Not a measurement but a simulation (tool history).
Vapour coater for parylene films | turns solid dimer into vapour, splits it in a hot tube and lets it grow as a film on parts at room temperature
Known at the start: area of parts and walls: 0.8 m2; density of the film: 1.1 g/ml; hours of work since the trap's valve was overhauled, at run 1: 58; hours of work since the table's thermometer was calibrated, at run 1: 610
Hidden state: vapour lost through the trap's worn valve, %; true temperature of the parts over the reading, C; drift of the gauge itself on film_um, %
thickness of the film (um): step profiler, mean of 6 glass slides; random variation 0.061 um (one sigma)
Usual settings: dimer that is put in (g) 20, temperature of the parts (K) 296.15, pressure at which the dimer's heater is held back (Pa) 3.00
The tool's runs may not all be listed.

run	hour	dimer that is put in (g)	temperature of the parts (K)	pressure at which the dimer's heater is held back (Pa)	hours of work since the trap's valve was overhauled	hours of work since the table's thermometer was calibrated	thickness of the film (um)
1	0.0	20	296.15	3.00	58	610	12.08
2	14.8	20	296.15	3.00	70	622	12.11
3	33.8	20	301.15	3.00	86	637	10.29
4	45.7	20	301.15	3.00	95	647	10.13
5	59.3	20	301.15	3.00	106	658	10.14
6	81.5	13	296.15	3.00	124	676	7.66
7	107.1	13	296.15	3.00	145	696	7.64
8	126.4	13	296.15	3.00	161	712	7.45
9	141.7	20	296.15	3.00	173	724	11.53
10	154.4	20	296.15	3.00	183	734	11.55
11	177.6	20	296.15	3.00	202	753	11.41
12	197.1	20	296.15	3.00	218	769	11.33
13	221.3	8	296.15	3.00	237	789	4.48
14	242.2	8	296.15	3.00	254	806	4.42
# hour 253.1: trap's valve overhauled
# hour 256.4: table's thermometer calibrated
15	264.7	26	296.15	7.14	9	7	14.64
16	280.3	9	294.15	8.91	21	19	5.28
17	303.3	9	294.15	8.91	40	38	5.24
18	327.7	9	294.15	3.00	60	58	5.62
19	351.5	10	296.15	3.00	79	77	5.83
20	366.5	10	296.15	3.35	91	89	5.76
21	391.5	10	296.15	3.35	111	109	5.70
22	403.0	10	296.15	3.35	121	119	5.65
23	415.4	20	294.15	2.04	131	129	12.50
24	436.6	20	294.15	2.04	148	146	12.33
25	463.0	20	294.15	2.04	169	167	12.22

The next listed run, before its measurement:
26	481.2	20	294.15	2.04	184	182	?

Run 26 gave thickness of the film (um) 12.11.
Without the tool's hidden state the same run would have given thickness of the film (um) 13.11.
